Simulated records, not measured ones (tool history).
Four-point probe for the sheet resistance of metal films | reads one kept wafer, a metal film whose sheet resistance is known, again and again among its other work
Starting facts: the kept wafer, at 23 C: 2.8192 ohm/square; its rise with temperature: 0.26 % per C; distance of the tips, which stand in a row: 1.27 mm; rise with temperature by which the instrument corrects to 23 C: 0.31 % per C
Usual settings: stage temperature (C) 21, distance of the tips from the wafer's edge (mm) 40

run,hour,stage temperature (C),distance of the tips from the wafer's edge (mm),sheet resistance as the instrument gives it (ohm/square)
1,0.0,21,40,2.822813
2,24.9,21,40,2.823572
3,43.8,21,40,2.823497
4,67.8,21,40,2.823382
5,83.8,21,40,2.823218
6,96.2,34,40,2.807955
7,108.3,34,40,2.808030
8,133.2,34,40,2.808602
9,148.5,34,40,2.808662
10,171.1,21,40,2.822354
11,184.6,21,54,2.821738
12,202.1,21,54,2.821430
13,220.9,21,54,2.821884
14,239.8,21,7,2.870146
15,252.3,21,7,2.870617
16,263.9,21,16,2.831504
17,274.3,21,16,2.831246
18,286.0,21,16,2.831836
19,301.1,21,40,2.823239
20,325.1,21,40,2.822604
21,336.2,21,40,2.822981
22,359.7,21,40,2.823381
23,374.2,21,40,2.824284
24,389.0,29,31,2.815250
25,405.0,29,31,2.815162
26,428.8,29,50,2.813396
27,450.4,26,10,2.839223
28,463.5,29,10,2.836553
29,478.8,26,24,2.819657
30,495.3,25,38,2.818363
31,515.2,34,4,2.951021
32,535.5,34,4,2.950825
33,555.7,21,4,2.965688
34,566.2,21,29,2.824224
35,581.9,23,22,2.825196
36,605.0,26,4,2.960138

Predict the results of run 37:
37,620.4,26,4,?

Run 37 gave sheet resistance as the instrument gives it (ohm/square) 2.959454.
On a tool with no hidden condition, and with the same random variation, this run would have come out at sheet resistance as the instrument gives it (ohm/square) 2.959300.
